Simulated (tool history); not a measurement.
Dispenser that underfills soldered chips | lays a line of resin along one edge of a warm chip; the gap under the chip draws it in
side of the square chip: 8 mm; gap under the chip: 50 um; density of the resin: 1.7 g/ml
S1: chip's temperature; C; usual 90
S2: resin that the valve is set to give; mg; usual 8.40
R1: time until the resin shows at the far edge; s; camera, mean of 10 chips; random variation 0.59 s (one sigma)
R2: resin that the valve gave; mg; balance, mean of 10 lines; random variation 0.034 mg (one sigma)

run     day   S1     S2     R1     R2
  1   0.000   90   8.40   52.6   8.27
      0.279  -- new syringe of resin
      0.638  -- new syringe of resin
  2   0.642   90   8.40   49.3   8.22
      1.004  -- new syringe of resin
  3   1.167   90   8.40   58.3   8.19
      1.342  -- new syringe of resin
  4   1.612   90   8.40   69.4   8.17
      1.683  -- new syringe of resin
      2.067  -- new syringe of resin
  5   2.204   90   8.40   60.0   8.09
      2.400  -- new syringe of resin
  6   2.612   94   8.40   55.6   8.00
      2.729  -- new syringe of resin
      3.083  -- new syringe of resin
  7   3.254   88   8.40   66.0   7.93
      3.454  -- new syringe of resin
      3.788  -- new syringe of resin
  8   3.892   88   8.40   61.0   7.92
      4.154  -- new syringe of resin
  9   4.350   90   8.40   62.0   7.80
      4.517  -- new syringe of resin
 10   4.642   90   7.34   60.8   6.82
      4.900  -- new syringe of resin
      5.075  -- dispensing valve cleaned and set on the balance
 11   5.246   90   7.34   72.2   7.30
      5.308  -- new syringe of resin
 12   5.558   90   7.34   69.7   7.29
      5.662  -- new syringe of resin
      6.000  -- new syringe of resin
      6.217  -- stage's temperature calibrated
 13   6.233   90   7.34   67.2   7.24
      6.400  -- new syringe of resin
 14   6.567   76   8.40  105.6   8.24
      6.762  -- new syringe of resin
 15   6.996   93   7.25   62.7   7.11
      7.104  -- new syringe of resin
      7.438  -- new syringe of resin
 16   7.438   79   9.46   74.9   9.15
      7.779  -- new syringe of resin
 17   7.779   94   8.04   45.1   7.72
      8.150  -- new syringe of resin
 18   8.421   90  10.19   67.8   9.78
      8.525  -- new syringe of resin
      8.875  -- new syringe of resin
 19   8.942   90  10.19   53.9   9.68
      9.238  -- new syringe of resin
 20   9.379   81  10.46   84.6   9.85
      9.604  -- new syringe of resin
      9.942  -- new syringe of resin
 21  10.029  102   7.56   37.9   7.10
     10.296  -- new syringe of resin
     10.654  -- new syringe of resin
     10.725  -- dispensing valve cleaned and set on the balance
 22  10.729  102   7.56   33.9   7.50
     11.054  -- new syringe of resin
 23  11.188   95   8.23   49.1   8.18
     11.404  -- new syringe of resin
 24  11.583   92   8.23   57.6   8.12
     11.738  -- new syringe of resin
 25  11.892   87  10.63   66.9  10.47

Forecast each of these 3 alternatives for the next run:
     12.088  -- new syringe of resin
     12.454  -- new syringe of resin
  A  12.454  87  7.18   ?   ?
     12.088  -- new syringe of resin
     12.454  -- new syringe of resin
  B  12.454  85  7.61   ?   ?
     12.088  -- new syringe of resin
     12.454  -- new syringe of resin
  C  12.454  97  9.08   ?   ?

run    R1    R2
  A  58.6  7.00
  B  61.0  7.49
  C  38.6  8.86
Without the tool's hidden state the same runs would have given:
run    R1    R2
  A  58.6  7.17
  B  61.2  7.67
  C  38.8  9.07
